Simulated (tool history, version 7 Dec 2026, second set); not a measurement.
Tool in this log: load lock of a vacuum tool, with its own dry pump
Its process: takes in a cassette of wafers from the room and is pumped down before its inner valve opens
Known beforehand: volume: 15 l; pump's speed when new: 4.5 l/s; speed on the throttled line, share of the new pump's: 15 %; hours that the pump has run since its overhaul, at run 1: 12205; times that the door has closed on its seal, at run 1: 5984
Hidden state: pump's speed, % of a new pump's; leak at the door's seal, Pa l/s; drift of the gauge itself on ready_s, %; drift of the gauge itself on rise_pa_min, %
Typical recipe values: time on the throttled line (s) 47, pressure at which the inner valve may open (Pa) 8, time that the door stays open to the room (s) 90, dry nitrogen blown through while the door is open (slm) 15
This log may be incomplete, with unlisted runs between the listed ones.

run	hour	time on the throttled line (s)	pressure at which the inner valve may open (Pa)	time that the door stays open to the room (s)	dry nitrogen blown through while the door is open (slm)	hours that the pump has run since its overhaul	times that the door has closed on its seal	incoming humidity of the room's air, %	time from the closed door until the inner valve may open (s)	rise of the pressure with all valves shut (Pa/min)
1	0.0	47	8	90	15	12205	5984	44.5	71.7	0.080
2	71.4	47	8	90	15	12276	6107	42.6	72.0	0.074
3	141.2	47	6	90	15	12346	6228	47.0	73.3	0.078
4	211.6	47	6	90	15	12417	6350	45.2	73.7	0.077
5	309.6	47	6	90	15	12515	6520	43.5	72.7	0.076
6	416.2	47	13	90	15	12621	6704	44.8	70.8	0.075
7	476.5	47	8	41	15	12681	6809	46.3	72.2	0.060
8	585.0	47	8	41	15	12790	6996	43.1	72.2	0.060
9	640.0	47	8	41	15	12845	7092	48.6	70.3	0.065
10	699.4	47	8	90	30	12904	7195	48.0	71.8	0.060
11	779.7	58	8	90	30	12985	7333	44.9	82.4	0.059
12	838.1	58	8	90	30	13043	7435	45.3	82.3	0.063
13	941.4	58	8	153	30	13146	7613	42.9	82.0	0.064
14	1045.0	58	8	153	30	13250	7793	43.5	81.9	0.064
15	1119.8	47	8	90	15	13325	7922	43.9	71.6	0.077
16	1213.9	47	8	90	15	13419	8085	43.9	71.6	0.079
17	1312.1	47	8	90	15	13517	8255	42.3	71.7	0.080
18	1405.4	47	8	90	15	13610	8417	44.5	72.0	0.078
19	1485.0	26	9	36	15	13690	8555	45.5	52.7	0.055
20	1583.1	32	9	36	18	13788	8724	44.1	58.7	0.052
21	1667.0	41	14	210	9	13872	8869	45.1	65.1	0.117
22	1746.1	25	10	39	12	13951	9006	46.1	53.3	0.063
23	1817.2	25	10	39	12	14022	9129	40.9	52.7	0.057

What does the tool deliver on the next run?
24	1861.4	25	10	39	12	14066	9206	47.5	?	?

For run 24 the tool returned time from the closed door until the inner valve may open (s) 52.0, rise of the pressure with all valves shut (Pa/min) 0.067.
On a tool with no hidden condition, and with the same random variation, this run would have come out at time from the closed door until the inner valve may open (s) 52.0, rise of the pressure with all valves shut (Pa/min) 0.067.

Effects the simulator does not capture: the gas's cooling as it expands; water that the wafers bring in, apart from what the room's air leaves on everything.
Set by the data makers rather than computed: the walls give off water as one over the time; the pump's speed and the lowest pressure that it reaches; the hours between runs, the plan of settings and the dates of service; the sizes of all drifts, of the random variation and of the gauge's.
